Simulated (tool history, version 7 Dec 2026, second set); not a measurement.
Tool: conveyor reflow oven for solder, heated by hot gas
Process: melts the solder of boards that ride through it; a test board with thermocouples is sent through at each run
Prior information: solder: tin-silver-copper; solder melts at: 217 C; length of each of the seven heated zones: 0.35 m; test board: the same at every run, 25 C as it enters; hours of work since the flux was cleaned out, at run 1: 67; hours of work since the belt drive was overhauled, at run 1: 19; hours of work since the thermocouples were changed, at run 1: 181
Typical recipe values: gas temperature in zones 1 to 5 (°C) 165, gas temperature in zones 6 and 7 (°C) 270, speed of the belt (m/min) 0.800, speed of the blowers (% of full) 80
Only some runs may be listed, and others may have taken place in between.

run	day	gas temperature in zones 1 to 5 (°C)	gas temperature in zones 6 and 7 (°C)	speed of the belt (m/min)	speed of the blowers (% of full)	hours of work since the flux was cleaned out	hours of work since the belt drive was overhauled	hours of work since the thermocouples were changed	highest temperature of the board (°C)	time above the solder's melting point (s)
1	0.000	165	270	0.800	80	67	19	181	256.8	40.1
2	1.471	165	270	0.800	80	87	39	201	256.8	39.9
3	2.879	165	270	0.800	80	107	59	221	256.8	39.8
4	4.617	165	270	0.800	80	130	83	245	256.7	40.0
5	5.562	165	270	0.800	80	143	96	258	256.8	40.1
6	6.642	165	270	0.800	80	158	110	272	256.9	39.9
7	8.079	165	270	0.800	83	178	130	292	257.3	40.2
8	9.750	163	270	0.800	83	201	153	315	256.8	39.9
9	11.154	163	270	0.800	83	220	172	334	257.0	39.9
10	12.467	165	270	0.800	73	238	190	352	255.7	39.3
# day 13.938: flux residue cleaned out of gas plates and filters
11	14.462	165	270	0.800	82	7	215	377	257.9	40.6
12	15.446	166	278	0.952	80	21	228	390	258.7	34.0
13	16.971	173	266	0.867	57	42	249	411	247.8	33.6
14	18.750	165	272	0.911	75	66	274	436	254.0	33.6
15	19.842	165	272	0.911	75	81	289	451	254.0	33.4
16	21.217	165	272	0.911	75	100	307	469	253.8	33.4
17	22.279	161	265	0.800	80	114	322	484	252.2	37.6
18	24.208	165	259	0.885	63	141	348	510	241.2	27.5
19	25.675	154	274	0.672	80	161	369	531	264.7	50.1
20	27.600	165	271	0.800	80	187	395	557	258.2	40.7
21	29.512	165	262	0.800	50	214	421	583	243.8	32.2
22	30.821	165	262	0.800	50	232	439	601	243.7	32.3

Alternative continuations, all from the tool just after run 22; predict every row:
A	32.242	154	262	0.952	63	251	459	621	?	?
B	32.242	165	262	0.780	50	251	459	621	?	?
C	32.242	166	270	0.829	89	251	459	621	?	?
D	32.242	175	270	0.664	71	251	459	621	?	?

run	highest temperature of the board (°C)	time above the solder's melting point (s)
A	238.1	21.2
B	244.8	33.7
C	257.5	39.5
D	262.2	54.8
With no hidden state in the tool, these same runs would have given:
run	highest temperature of the board (°C)	time above the solder's melting point (s)
A	237.4	20.6
B	243.8	32.7
C	256.7	38.8
D	261.0	53.8

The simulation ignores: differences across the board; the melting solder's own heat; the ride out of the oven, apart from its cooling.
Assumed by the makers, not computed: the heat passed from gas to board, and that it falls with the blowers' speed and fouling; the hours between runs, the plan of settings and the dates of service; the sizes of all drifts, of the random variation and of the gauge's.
